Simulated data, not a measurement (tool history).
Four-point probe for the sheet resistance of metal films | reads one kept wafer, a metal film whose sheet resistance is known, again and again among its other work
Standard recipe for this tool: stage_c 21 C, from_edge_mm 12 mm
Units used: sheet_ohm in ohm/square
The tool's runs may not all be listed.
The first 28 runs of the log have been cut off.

run 29 day=28.162 | stage_c=35 from_edge_mm=14 | sheet_ohm=0.576824
run 30 day=29.417 | stage_c=35 from_edge_mm=14 | sheet_ohm=0.576996
run 31 day=30.008 | stage_c=25 from_edge_mm=58 | sheet_ohm=0.579234
run 32 day=30.704 | stage_c=18 from_edge_mm=4 | sheet_ohm=0.612511
run 33 day=31.617 | stage_c=33 from_edge_mm=4 | sheet_ohm=0.604707
run 34 day=32.333 | stage_c=34 from_edge_mm=4 | sheet_ohm=0.604311
run 35 day=33.162 | stage_c=34 from_edge_mm=4 | sheet_ohm=0.604268
run 36 day=34.100 | stage_c=34 from_edge_mm=8 | sheet_ohm=0.582364
run 37 day=34.850 | stage_c=32 from_edge_mm=17 | sheet_ohm=0.577252
run 38 day=35.692 | stage_c=26 from_edge_mm=3 | sheet_ohm=0.628990
-- day=36.025 stage's thermometer calibrated
run 39 day=36.767 | stage_c=28 from_edge_mm=17 | sheet_ohm=0.578762
run 40 day=37.538 | stage_c=28 from_edge_mm=17 | sheet_ohm=0.578936
run 41 day=38.454 | stage_c=28 from_edge_mm=38 | sheet_ohm=0.577406
run 42 day=39.671 | stage_c=19 from_edge_mm=29 | sheet_ohm=0.582149
run 43 day=40.975 | stage_c=23 from_edge_mm=23 | sheet_ohm=0.580591
run 44 day=42.367 | stage_c=22 from_edge_mm=15 | sheet_ohm=0.582178

5 options for the next run, each taken on its own from the tool as it stands now. Forecast them:
run A day=43.708 | stage_c=22 from_edge_mm=10 | sheet_ohm=?
run B day=43.708 | stage_c=23 from_edge_mm=12 | sheet_ohm=?
run C day=43.708 | stage_c=26 from_edge_mm=12 | sheet_ohm=?
run D day=43.708 | stage_c=24 from_edge_mm=17 | sheet_ohm=?
run E day=43.708 | stage_c=22 from_edge_mm=39 | sheet_ohm=?

run=A sheet_ohm=0.584886
run=B sheet_ohm=0.583049
run=C sheet_ohm=0.581785
run=D sheet_ohm=0.580793
run=E sheet_ohm=0.580260
The same runs, with their run-to-run variation unchanged, on a tool lacking any hidden condition would have given:
run=A sheet_ohm=0.587268
run=B sheet_ohm=0.585423
run=C sheet_ohm=0.584155
run=D sheet_ohm=0.583159
run=E sheet_ohm=0.582624

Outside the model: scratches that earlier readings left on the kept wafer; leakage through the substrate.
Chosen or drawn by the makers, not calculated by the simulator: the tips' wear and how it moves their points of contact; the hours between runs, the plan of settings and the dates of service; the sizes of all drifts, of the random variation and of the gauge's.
